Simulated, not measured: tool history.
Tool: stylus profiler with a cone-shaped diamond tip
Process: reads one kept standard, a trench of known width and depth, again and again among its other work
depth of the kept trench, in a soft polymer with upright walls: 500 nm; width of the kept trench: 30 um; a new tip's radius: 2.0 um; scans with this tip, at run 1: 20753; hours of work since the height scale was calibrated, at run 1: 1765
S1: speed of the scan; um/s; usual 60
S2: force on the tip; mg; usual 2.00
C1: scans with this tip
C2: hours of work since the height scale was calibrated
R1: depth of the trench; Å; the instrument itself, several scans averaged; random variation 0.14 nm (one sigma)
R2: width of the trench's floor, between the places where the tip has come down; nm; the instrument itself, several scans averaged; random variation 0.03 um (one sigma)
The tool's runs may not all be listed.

{"run": 1, "day": 0.0, "S1": 60, "S2": 2.0, "C1": 20753, "C2": 1765, "R1": 4997.5, "R2": 26440}
{"run": 2, "day": 2.6, "S1": 60, "S2": 2.0, "C1": 21053, "C2": 1791, "R1": 5000.6, "R2": 26370}
{"run": 3, "day": 6.171, "S1": 60, "S2": 4.52, "C1": 21464, "C2": 1826, "R1": 5021.4, "R2": 26470}
{"run": 4, "day": 8.779, "S1": 60, "S2": 4.52, "C1": 21764, "C2": 1851, "R1": 5018.7, "R2": 26430}
{"run": 5, "day": 12.112, "S1": 37, "S2": 2.0, "C1": 22148, "C2": 1884, "R1": 4996.1, "R2": 26450}
{"run": 6, "day": 13.804, "S1": 37, "S2": 2.0, "C1": 22342, "C2": 1900, "R1": 4999.2, "R2": 26490}
{"run": 7, "day": 15.558, "S1": 37, "S2": 2.0, "C1": 22544, "C2": 1918, "R1": 4995.7, "R2": 26440}
{"run": 8, "day": 17.729, "S1": 37, "S2": 2.0, "C1": 22794, "C2": 1939, "R1": 4998.7, "R2": 26400}
{"run": 9, "day": 21.558, "S1": 37, "S2": 2.0, "C1": 23235, "C2": 1976, "R1": 4995.5, "R2": 26470}
{"run": 10, "day": 23.925, "S1": 37, "S2": 2.0, "C1": 23507, "C2": 1999, "R1": 4996.6, "R2": 26390}
{"run": 11, "day": 25.733, "S1": 37, "S2": 2.0, "C1": 23716, "C2": 2017, "R1": 4992.6, "R2": 26460}
{"run": 12, "day": 28.321, "S1": 60, "S2": 2.0, "C1": 24013, "C2": 2042, "R1": 4994.2, "R2": 26330}
{"run": 13, "day": 31.296, "S1": 30, "S2": 2.0, "C1": 24356, "C2": 2072, "R1": 4996.3, "R2": 26460}
{"run": 14, "day": 35.0, "S1": 60, "S2": 0.73, "C1": 24782, "C2": 2108, "R1": 4977.0, "R2": 26080}
{"run": 15, "day": 37.842, "S1": 60, "S2": 0.73, "C1": 25109, "C2": 2136, "R1": 4977.5, "R2": 26080}
{"day": 38.508, "done": "new tip fitted, height scale calibrated"}
{"run": 16, "day": 41.071, "S1": 60, "S2": 1.01, "C1": 296, "C2": 25, "R1": 5016.7, "R2": 26970}
{"run": 17, "day": 43.1, "S1": 60, "S2": 2.0, "C1": 529, "C2": 45, "R1": 5029.5, "R2": 27050}
{"run": 18, "day": 45.721, "S1": 60, "S2": 2.0, "C1": 831, "C2": 71, "R1": 5028.0, "R2": 26990}
{"run": 19, "day": 48.529, "S1": 60, "S2": 0.91, "C1": 1154, "C2": 98, "R1": 5014.0, "R2": 26860}
{"run": 20, "day": 51.383, "S1": 60, "S2": 2.0, "C1": 1482, "C2": 126, "R1": 5023.9, "R2": 26930}
{"run": 21, "day": 54.958, "S1": 60, "S2": 2.0, "C1": 1894, "C2": 161, "R1": 5027.1, "R2": 27000}
{"run": 22, "day": 57.821, "S1": 60, "S2": 3.26, "C1": 2223, "C2": 189, "R1": 5036.0, "R2": 27090}
{"run": 23, "day": 61.204, "S1": 60, "S2": 1.5, "C1": 2613, "C2": 222, "R1": 5017.6, "R2": 26860}
{"run": 24, "day": 64.312, "S1": 60, "S2": 1.5, "C1": 2970, "C2": 253, "R1": 5019.8, "R2": 26910}
{"run": 25, "day": 66.3, "S1": 53, "S2": 2.0, "C1": 3199, "C2": 272, "R1": 5023.3, "R2": 26930}
{"run": 26, "day": 68.817, "S1": 53, "S2": 2.0, "C1": 3489, "C2": 297, "R1": 5023.6, "R2": 26980}
{"run": 27, "day": 71.354, "S1": 53, "S2": 2.0, "C1": 3781, "C2": 322, "R1": 5021.5, "R2": 26910}
{"run": 28, "day": 73.633, "S1": 96, "S2": 1.05, "C1": 4044, "C2": 344, "R1": 5010.7, "R2": 26510}
{"run": 29, "day": 77.262, "S1": 18, "S2": 1.41, "C1": 4461, "C2": 379, "R1": 5012.6, "R2": 27050}
{"run": 30, "day": 79.704, "S1": 60, "S2": 2.06, "C1": 4742, "C2": 403, "R1": 5020.6, "R2": 26910}
{"run": 31, "day": 82.95, "S1": 35, "S2": 0.74, "C1": 5116, "C2": 435, "R1": 5004.7, "R2": 26890}
{"run": 32, "day": 85.592, "S1": 101, "S2": 3.89, "C1": 5420, "C2": 461, "R1": 5035.7, "R2": 26790}
{"run": 33, "day": 88.604, "S1": 101, "S2": 3.89, "C1": 5767, "C2": 490, "R1": 5037.5, "R2": 26820}
{"run": 34, "day": 91.562, "S1": 101, "S2": 3.89, "C1": 6107, "C2": 519, "R1": 5035.6, "R2": 26710}
{"run": 35, "day": 94.746, "S1": 18, "S2": 3.89, "C1": 6474, "C2": 551, "R1": 5034.6, "R2": 27030}
{"run": 36, "day": 98.421, "S1": 109, "S2": 2.0, "C1": 6897, "C2": 587, "R1": 5018.2, "R2": 26570}
{"run": 37, "day": 100.85, "S1": 109, "S2": 2.0, "C1": 7176, "C2": 610, "R1": 5017.3, "R2": 26610}
{"run": 38, "day": 102.867, "S1": 109, "S2": 2.0, "C1": 7409, "C2": 630, "R1": 5016.1, "R2": 26620}
{"run": 39, "day": 105.617, "S1": 83, "S2": 2.51, "C1": 7725, "C2": 657, "R1": 5020.6, "R2": 26730}
{"run": 40, "day": 108.938, "S1": 60, "S2": 0.98, "C1": 8107, "C2": 690, "R1": 5000.5, "R2": 26620}
{"run": 41, "day": 111.333, "S1": 110, "S2": 2.09, "C1": 8383, "C2": 713, "R1": 5016.0, "R2": 26500}
{"run": 42, "day": 113.333, "S1": 94, "S2": 1.3, "C1": 8614, "C2": 733, "R1": 5006.0, "R2": 26470}
{"run": 43, "day": 114.938, "S1": 121, "S2": 1.86, "C1": 8798, "C2": 748, "R1": 5012.3, "R2": 26380}
{"run": 44, "day": 118.004, "S1": 24, "S2": 2.39, "C1": 9151, "C2": 778, "R1": 5019.0, "R2": 26860}
{"run": 45, "day": 121.042, "S1": 81, "S2": 2.0, "C1": 9501, "C2": 808, "R1": 5012.1, "R2": 26570}
{"run": 46, "day": 124.325, "S1": 196, "S2": 0.7, "C1": 9878, "C2": 840, "R1": 4998.1, "R2": 25410}

Some steps in R1 between neighbouring runs. How much of each would the tool show without its hidden state too (settings, what came in, random variation), and how much is left for the hidden state, with any gauge scatter that isn't in both results?
The hidden state here: radius of the tip, um; height scale over the true one, %; drift of the gauge itself on depth_nm, %; drift of the gauge itself on floor_um, %.
Run 2 -> 3: S2 2.00 -> 4.52. R1 +20.8 Å: hidden state -0.8, all else +21.6.
Run 4 -> 5: S1 60 -> 37, S2 4.52 -> 2.00. R1 -22.6 Å: hidden state -0.5, all else -22.1.
Run 15 -> 16: S2 0.73 -> 1.01, new tip fitted, height scale calibrated. R1 +39.2 Å: hidden state +35.8, all else +3.4.
Run 28 -> 29: S1 96 -> 18, S2 1.05 -> 1.41. R1 +1.9 Å: hidden state -0.8, all else +2.7.
Run 31 -> 32: S1 35 -> 101, S2 0.74 -> 3.89. R1 +31.0 Å: hidden state -0.6, all else +31.6.
